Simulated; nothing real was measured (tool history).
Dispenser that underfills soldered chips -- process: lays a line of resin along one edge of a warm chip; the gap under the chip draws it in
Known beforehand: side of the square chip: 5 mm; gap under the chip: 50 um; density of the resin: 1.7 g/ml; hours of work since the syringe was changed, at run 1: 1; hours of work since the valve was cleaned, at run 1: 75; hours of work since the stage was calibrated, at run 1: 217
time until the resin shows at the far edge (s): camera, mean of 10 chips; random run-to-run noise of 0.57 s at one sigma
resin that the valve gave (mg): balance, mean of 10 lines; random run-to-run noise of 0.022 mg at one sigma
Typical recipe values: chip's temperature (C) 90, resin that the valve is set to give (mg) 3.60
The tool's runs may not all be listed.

run	hour	chip's temperature (C)	resin that the valve is set to give (mg)	hours of work since the syringe was changed	hours of work since the valve was cleaned	hours of work since the stage was calibrated	time until the resin shows at the far edge (s)	resin that the valve gave (mg)
1	0.0	90	3.60	1	75	217	55.9	3.34
# hour 10.3: new syringe of resin
2	11.2	90	3.60	1	84	225	54.5	3.38
3	19.1	90	3.60	7	89	231	81.6	3.31
# hour 22.7: new syringe of resin
4	30.4	79	3.60	6	98	239	121.1	3.27
# hour 34.9: new syringe of resin
5	43.0	75	3.60	6	107	248	151.2	3.27
# hour 48.0: new syringe of resin
6	51.9	75	3.60	3	113	255	114.9	3.26
# hour 60.0: new syringe of resin
7	63.9	95	3.60	3	122	264	51.9	3.21
8	69.3	95	3.60	7	126	268	67.2	3.19
# hour 72.6: new syringe of resin
# hour 76.5: dispensing valve cleaned and set on the balance
9	79.1	95	3.60	4	2	274	56.7	3.62
# hour 85.7: new syringe of resin
10	87.3	95	3.60	1	8	280	46.1	3.62
11	92.8	90	3.60	5	12	284	75.1	3.56
# hour 98.0: new syringe of resin
12	102.5	90	3.60	3	19	291	65.2	3.55
# hour 110.3: new syringe of resin
13	111.2	90	3.60	1	25	297	53.4	3.48
# hour 122.6: new syringe of resin
14	124.2	90	4.68	1	35	307	56.5	4.55
15	132.3	90	4.68	7	41	313	82.5	4.50
# hour 134.7: new syringe of resin
16	142.7	90	4.68	6	48	321	78.1	4.47
# hour 147.1: new syringe of resin
17	155.2	81	3.60	6	58	330	116.1	3.42
# hour 159.3: new syringe of resin
18	167.2	81	3.60	6	66	339	113.3	3.41
# hour 171.5: new syringe of resin
19	174.9	77	3.35	3	72	344	111.7	3.13
# hour 184.0: new syringe of resin
20	184.2	101	4.13	0	79	351	34.5	3.87
21	195.4	101	4.13	9	87	359	62.1	3.82
# hour 196.6: new syringe of resin
22	205.9	98	3.30	7	95	367	64.2	3.03
# hour 208.9: new syringe of resin
23	218.5	91	3.13	7	104	376	85.8	2.86
# hour 221.2: new syringe of resin
24	224.3	98	3.39	2	108	380	46.5	3.09
# hour 233.3: new syringe of resin
25	234.6	86	4.02	1	116	388	67.9	3.63
26	240.6	79	3.85	5	120	392	124.8	3.45
# hour 245.7: new syringe of resin
27	251.7	96	3.32	5	128	400	60.4	2.98
# hour 256.0: dispensing valve cleaned and set on the balance
# hour 258.8: new syringe of resin
28	259.3	96	3.32	0	2	405	42.6	3.32
# hour 271.0: new syringe of resin
29	272.0	76	3.83	1	11	414	106.3	3.80
# hour 283.4: new syringe of resin
30	284.2	94	3.37	1	20	423	47.2	3.31

The next listed run, before its measurement:
# hour 295.5: new syringe of resin
31	296.8	94	3.37	1	30	432	?	?

Run 31 produced time until the resin shows at the far edge (s) 50.2, resin that the valve gave (mg) 3.29.
Minus the tool's unlogged condition, the same run would have read time until the resin shows at the far edge (s) 41.2, resin that the valve gave (mg) 3.38.
